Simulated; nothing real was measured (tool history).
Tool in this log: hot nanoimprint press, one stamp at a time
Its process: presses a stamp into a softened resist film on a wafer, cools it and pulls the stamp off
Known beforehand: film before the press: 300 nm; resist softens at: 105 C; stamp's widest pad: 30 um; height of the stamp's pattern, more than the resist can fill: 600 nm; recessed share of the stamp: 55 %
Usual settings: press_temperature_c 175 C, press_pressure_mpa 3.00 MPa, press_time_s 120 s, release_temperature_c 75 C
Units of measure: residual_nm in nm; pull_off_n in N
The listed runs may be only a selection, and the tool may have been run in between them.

run   hour  press_temperature_c  press_pressure_mpa  press_time_s  release_temperature_c  residual_nm  pull_off_n
  1    0.0                  175                3.00           120                     75        142.7         220
  2   24.7                  175                3.00           120                     75        143.5         231
  3   45.7                  175                3.00           120                     75        142.5         231
  4   62.4                  175                3.00           120                     75        143.0         230
  5   77.0                  175                3.00           120                     75        142.7         231
  6  111.1                  175                3.00           120                     75        142.9         241
  7  133.7                  175                3.00           120                     77        142.1         244
     155.6  -- plate thermocouple calibrated
  8  158.5                  175                3.00           120                     77        154.6         250
     179.0  -- stamp cleaned and given a new release coat
  9  181.4                  175                3.00           120                     69        152.6         181
 10  196.8                  175                1.84           120                     69        190.9         181
 11  215.5                  175                1.84           120                     69        189.2         192
 12  238.7                  175                1.84           120                     69        190.1         192
 13  257.7                  175                3.00           120                     81        154.3         182
 14  279.2                  175                3.00           120                     81        153.3         183
 15  299.0                  175                3.00           120                     81        153.6         190
 16  325.5                  175                3.00           120                     81        152.3         187
 17  341.2                  176                1.89            76                     80        205.6         203
 18  370.3                  186                4.13            78                     81        104.9         205
 19  402.4                  187                3.40            98                     81        103.0         203
 20  420.3                  187                3.40            98                     81        102.8         213
 21  452.4                  187                3.40            98                     81        102.5         207
 22  478.7                  183                3.00            74                     75        137.6         229
 23  499.7                  184                2.21           108                     77        136.3         236
 24  520.4                  168                4.51           102                     62        168.1         255
 25  552.4                  168                2.45           208                     74        174.9         247
 26  577.1                  166                2.16           120                     75        224.1         252
 27  592.7                  166                2.16           120                     75        223.9         256
     629.7  -- stamp cleaned and given a new release coat
 28  629.7                  178                2.16           126                     75        156.2         172
 29  661.7                  175                4.77            89                     75        132.6         177
 30  684.0                  175                4.77            89                     75        132.0         186

Branching from run 30: 4 alternative next runs. What would each branch give?
  A  701.3                  175                4.77           161                     75            ?           ?
  B  701.3                  184                2.85            89                     75            ?           ?
  C  701.3                  177                2.10            89                     75            ?           ?
  D  701.3                  184                3.99           158                     75            ?           ?

run  residual_nm  pull_off_n
  A        106.5         195
  B        126.8         194
  C        180.5         182
  D         84.8         187
Had the tool no hidden state, the same runs would have come out as:
run  residual_nm  pull_off_n
  A        110.0         183
  B        130.8         183
  C        186.0         172
  D         87.5         176
